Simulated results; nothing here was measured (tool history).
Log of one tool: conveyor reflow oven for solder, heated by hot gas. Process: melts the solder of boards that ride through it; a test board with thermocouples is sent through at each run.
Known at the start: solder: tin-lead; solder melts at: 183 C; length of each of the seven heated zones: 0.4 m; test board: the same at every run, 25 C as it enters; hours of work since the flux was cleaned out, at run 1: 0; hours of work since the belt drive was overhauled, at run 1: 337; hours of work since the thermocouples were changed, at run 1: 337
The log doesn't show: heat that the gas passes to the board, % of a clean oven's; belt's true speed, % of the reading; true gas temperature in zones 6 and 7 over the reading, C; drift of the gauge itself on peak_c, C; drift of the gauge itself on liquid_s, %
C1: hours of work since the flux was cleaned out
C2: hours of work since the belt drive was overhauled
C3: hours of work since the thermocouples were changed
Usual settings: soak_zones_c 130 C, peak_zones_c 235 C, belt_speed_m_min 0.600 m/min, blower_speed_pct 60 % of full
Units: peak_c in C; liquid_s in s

{"run": 1, "hour": 0.0, "soak_zones_c": 130, "peak_zones_c": 235, "belt_speed_m_min": 0.6, "blower_speed_pct": 60, "C1": 0, "C2": 337, "C3": 337, "peak_c": 213.3, "liquid_s": 53.0}
{"run": 2, "hour": 8.9, "soak_zones_c": 130, "peak_zones_c": 235, "belt_speed_m_min": 0.6, "blower_speed_pct": 60, "C1": 6, "C2": 343, "C3": 343, "peak_c": 213.2, "liquid_s": 52.7}
{"run": 3, "hour": 22.2, "soak_zones_c": 130, "peak_zones_c": 235, "belt_speed_m_min": 0.6, "blower_speed_pct": 60, "C1": 15, "C2": 352, "C3": 352, "peak_c": 212.8, "liquid_s": 52.9}
{"run": 4, "hour": 43.6, "soak_zones_c": 130, "peak_zones_c": 235, "belt_speed_m_min": 0.6, "blower_speed_pct": 60, "C1": 30, "C2": 367, "C3": 367, "peak_c": 212.9, "liquid_s": 52.7}
{"run": 5, "hour": 58.0, "soak_zones_c": 130, "peak_zones_c": 235, "belt_speed_m_min": 0.6, "blower_speed_pct": 60, "C1": 39, "C2": 377, "C3": 377, "peak_c": 212.9, "liquid_s": 52.7}
{"run": 6, "hour": 72.2, "soak_zones_c": 130, "peak_zones_c": 235, "belt_speed_m_min": 0.6, "blower_speed_pct": 60, "C1": 49, "C2": 386, "C3": 386, "peak_c": 213.1, "liquid_s": 52.4}
{"run": 7, "hour": 92.3, "soak_zones_c": 130, "peak_zones_c": 235, "belt_speed_m_min": 0.6, "blower_speed_pct": 60, "C1": 62, "C2": 400, "C3": 400, "peak_c": 212.8, "liquid_s": 52.4}
{"run": 8, "hour": 103.6, "soak_zones_c": 130, "peak_zones_c": 235, "belt_speed_m_min": 0.6, "blower_speed_pct": 60, "C1": 70, "C2": 408, "C3": 408, "peak_c": 212.8, "liquid_s": 52.3}
{"hour": 109.7, "done": "belt drive overhauled, speed set with a stopwatch"}
{"run": 9, "hour": 122.0, "soak_zones_c": 135, "peak_zones_c": 235, "belt_speed_m_min": 0.6, "blower_speed_pct": 70, "C1": 80, "C2": 8, "C3": 417, "peak_c": 216.1, "liquid_s": 57.8}
{"run": 10, "hour": 141.1, "soak_zones_c": 135, "peak_zones_c": 235, "belt_speed_m_min": 0.6, "blower_speed_pct": 70, "C1": 93, "C2": 21, "C3": 430, "peak_c": 216.0, "liquid_s": 57.9}
{"hour": 156.7, "done": "belt drive overhauled, speed set with a stopwatch, once more"}
{"run": 11, "hour": 165.6, "soak_zones_c": 135, "peak_zones_c": 235, "belt_speed_m_min": 0.6, "blower_speed_pct": 70, "C1": 107, "C2": 6, "C3": 444, "peak_c": 215.9, "liquid_s": 57.4}
{"run": 12, "hour": 183.0, "soak_zones_c": 134, "peak_zones_c": 227, "belt_speed_m_min": 0.6, "blower_speed_pct": 55, "C1": 118, "C2": 18, "C3": 456, "peak_c": 205.0, "liquid_s": 45.1}
{"run": 13, "hour": 204.2, "soak_zones_c": 130, "peak_zones_c": 248, "belt_speed_m_min": 0.6, "blower_speed_pct": 60, "C1": 133, "C2": 32, "C3": 470, "peak_c": 223.2, "liquid_s": 60.5}
{"run": 14, "hour": 222.8, "soak_zones_c": 121, "peak_zones_c": 235, "belt_speed_m_min": 0.549, "blower_speed_pct": 68, "C1": 145, "C2": 45, "C3": 483, "peak_c": 215.9, "liquid_s": 58.2}
{"run": 15, "hour": 237.0, "soak_zones_c": 130, "peak_zones_c": 235, "belt_speed_m_min": 0.589, "blower_speed_pct": 60, "C1": 155, "C2": 54, "C3": 492, "peak_c": 212.8, "liquid_s": 53.5}
{"run": 16, "hour": 250.2, "soak_zones_c": 130, "peak_zones_c": 235, "belt_speed_m_min": 0.589, "blower_speed_pct": 60, "C1": 164, "C2": 63, "C3": 501, "peak_c": 212.5, "liquid_s": 52.9}

3 ways to go on from here, each from the tool as it stands after run 16. What would each give?
{"run": "A", "hour": 268.9, "soak_zones_c": 137, "peak_zones_c": 235, "belt_speed_m_min": 0.67, "blower_speed_pct": 87, "C1": 177, "C2": 76, "C3": 514, "peak_c": "?", "liquid_s": "?"}
{"run": "B", "hour": 268.9, "soak_zones_c": 130, "peak_zones_c": 235, "belt_speed_m_min": 0.58, "blower_speed_pct": 60, "C1": 177, "C2": 76, "C3": 514, "peak_c": "?", "liquid_s": "?"}
{"run": "C", "hour": 268.9, "soak_zones_c": 127, "peak_zones_c": 235, "belt_speed_m_min": 0.668, "blower_speed_pct": 80, "C1": 177, "C2": 76, "C3": 514, "peak_c": "?", "liquid_s": "?"}

run=A peak_c=216.1 liquid_s=51.9
run=B peak_c=213.0 liquid_s=54.7
run=C peak_c=212.2 liquid_s=45.6
Without the tool's hidden state the same runs would have given:
run=A peak_c=218.2 liquid_s=53.6
run=B peak_c=214.9 liquid_s=56.7
run=C peak_c=214.4 liquid_s=47.7
